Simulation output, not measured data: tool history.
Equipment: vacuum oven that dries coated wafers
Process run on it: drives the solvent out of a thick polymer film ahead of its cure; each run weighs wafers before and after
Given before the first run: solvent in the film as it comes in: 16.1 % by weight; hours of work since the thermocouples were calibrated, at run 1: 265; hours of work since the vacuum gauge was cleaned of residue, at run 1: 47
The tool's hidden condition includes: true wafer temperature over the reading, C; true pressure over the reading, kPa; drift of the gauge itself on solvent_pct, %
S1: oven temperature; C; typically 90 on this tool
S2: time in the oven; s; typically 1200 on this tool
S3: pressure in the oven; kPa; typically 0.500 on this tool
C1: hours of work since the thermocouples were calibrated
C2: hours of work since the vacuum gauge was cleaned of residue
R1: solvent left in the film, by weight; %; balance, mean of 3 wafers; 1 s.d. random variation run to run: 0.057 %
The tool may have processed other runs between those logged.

{"run": 1, "hour": 0.0, "S1": 90, "S2": 1200, "S3": 0.5, "C1": 265, "C2": 47, "R1": 2.69}
{"run": 2, "hour": 24.9, "S1": 80, "S2": 1200, "S3": 0.5, "C1": 281, "C2": 63, "R1": 6.03}
{"run": 3, "hour": 37.3, "S1": 85, "S2": 1200, "S3": 0.5, "C1": 289, "C2": 71, "R1": 4.29}
{"run": 4, "hour": 64.2, "S1": 90, "S2": 1200, "S3": 0.5, "C1": 306, "C2": 88, "R1": 2.61}
{"run": 5, "hour": 89.0, "S1": 90, "S2": 1200, "S3": 0.5, "C1": 322, "C2": 104, "R1": 2.86}
{"run": 6, "hour": 104.5, "S1": 90, "S2": 1200, "S3": 0.5, "C1": 332, "C2": 114, "R1": 2.77}
{"run": 7, "hour": 128.4, "S1": 90, "S2": 1200, "S3": 0.5, "C1": 347, "C2": 129, "R1": 2.76}
{"run": 8, "hour": 145.8, "S1": 90, "S2": 1200, "S3": 0.5, "C1": 358, "C2": 140, "R1": 2.68}
{"run": 9, "hour": 160.6, "S1": 90, "S2": 1200, "S3": 0.5, "C1": 367, "C2": 150, "R1": 2.65}
{"run": 10, "hour": 176.0, "S1": 90, "S2": 1140, "S3": 0.254, "C1": 377, "C2": 159, "R1": 2.71}
{"run": 11, "hour": 197.6, "S1": 90, "S2": 840, "S3": 0.254, "C1": 391, "C2": 173, "R1": 4.18}
{"run": 12, "hour": 213.4, "S1": 101, "S2": 1140, "S3": 0.956, "C1": 401, "C2": 183, "R1": 0.9}
{"run": 13, "hour": 242.2, "S1": 76, "S2": 960, "S3": 0.377, "C1": 419, "C2": 202, "R1": 8.37}
{"run": 14, "hour": 270.0, "S1": 77, "S2": 1080, "S3": 0.377, "C1": 437, "C2": 219, "R1": 7.51}

Run 15 has not been measured yet. What should we expect?
{"run": 15, "hour": 283.8, "S1": 77, "S2": 1080, "S3": 0.358, "C1": 446, "C2": 228, "R1": "?"}

R1: 7.58 %
Take away the tool's hidden state, keep the run-to-run variation as it was, and the same run would have given R1 7.45 %.

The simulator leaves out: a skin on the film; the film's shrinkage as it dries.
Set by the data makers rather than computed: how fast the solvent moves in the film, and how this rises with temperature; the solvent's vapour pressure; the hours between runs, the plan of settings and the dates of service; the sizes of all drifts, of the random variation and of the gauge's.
